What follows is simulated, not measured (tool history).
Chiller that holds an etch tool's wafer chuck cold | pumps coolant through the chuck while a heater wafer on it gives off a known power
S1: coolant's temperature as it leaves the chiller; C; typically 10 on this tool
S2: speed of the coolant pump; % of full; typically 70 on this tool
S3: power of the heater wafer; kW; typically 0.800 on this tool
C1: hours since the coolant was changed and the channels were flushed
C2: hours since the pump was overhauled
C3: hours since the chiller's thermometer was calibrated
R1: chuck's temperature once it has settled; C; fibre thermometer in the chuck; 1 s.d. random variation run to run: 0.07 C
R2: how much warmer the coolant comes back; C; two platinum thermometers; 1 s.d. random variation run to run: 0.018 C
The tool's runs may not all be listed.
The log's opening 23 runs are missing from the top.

run	hour	S1	S2	S3	C1	C2	C3	R1	R2
24	2268.0	10	70	0.439	4194	279	5083	14.08	2.08
# hour 2287.0: coolant pump overhauled, once more
25	2346.4	17	79	0.800	4268	59	5157	23.12	3.00
26	2441.5	4	80	0.800	4363	155	5252	9.88	2.95
# hour 2525.4: chiller's thermometer calibrated
27	2535.8	1	62	1.195	4456	248	10	12.95	5.71
28	2610.0	1	62	1.195	4530	322	85	12.91	5.75
29	2703.3	1	62	1.195	4623	415	178	13.01	5.74
30	2768.3	3	67	0.575	4689	480	243	8.36	2.52
31	2838.6	3	67	0.575	4759	551	313	8.44	2.55
32	2926.8	0	67	0.663	4847	639	401	6.27	2.97

Branching from run 32: 4 alternative next runs. What would each branch give?
A	3046.6	12	70	0.547	4967	759	521	?	?
B	3046.6	0	96	0.663	4967	759	521	?	?
C	3046.6	4	90	0.628	4967	759	521	?	?
D	3046.6	15	67	0.635	4967	759	521	?	?

run	R1	R2
A	16.92	2.32
B	4.31	2.03
C	8.61	2.05
D	20.94	2.82
With the hidden condition removed and each run's random variation left untouched, the same runs would have given:
run	R1	R2
A	16.50	2.31
B	3.92	2.02
C	8.22	2.04
D	20.44	2.81
